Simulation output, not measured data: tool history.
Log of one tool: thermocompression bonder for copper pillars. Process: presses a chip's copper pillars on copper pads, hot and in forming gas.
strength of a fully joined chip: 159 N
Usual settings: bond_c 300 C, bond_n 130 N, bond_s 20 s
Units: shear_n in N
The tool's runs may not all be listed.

run,day,bond_c,bond_n,bond_s,shear_n
1,0,300,130,20,58.3
2,0.283,300,130,20,57.3
3,0.567,300,86,20,36.2
4,0.825,300,86,20,35.2
5,1.083,300,130,20,57.7
6,1.638,300,130,20,58.4
7,1.933,300,130,20,57.8
8,2.496,300,130,20,56.4
9,3.05,327,90,36,62.2
10,3.312,321,106,20,55.8
# day 3.512: forming gas filter changed
11,3.754,321,106,29,67.3
12,4.321,277,139,12,41.8
13,4.658,277,139,12,42.4
14,5.071,328,88,32,60.5
15,5.421,328,88,32,61.4

5 ways to go on from here, each from the tool as it stands after run 15. What would each give?
A,5.871,285,141,20,?
B,5.871,272,88,17,?
C,5.871,300,103,16,?
D,5.871,300,182,20,?
E,5.871,321,130,20,?

run,shear_n
A,57
B,26.7
C,42.3
D,86.4
E,71.9
Without the tool's hidden state the same runs would have given:
run,shear_n
A,57.6
B,27
C,42.6
D,87.2
E,72.4
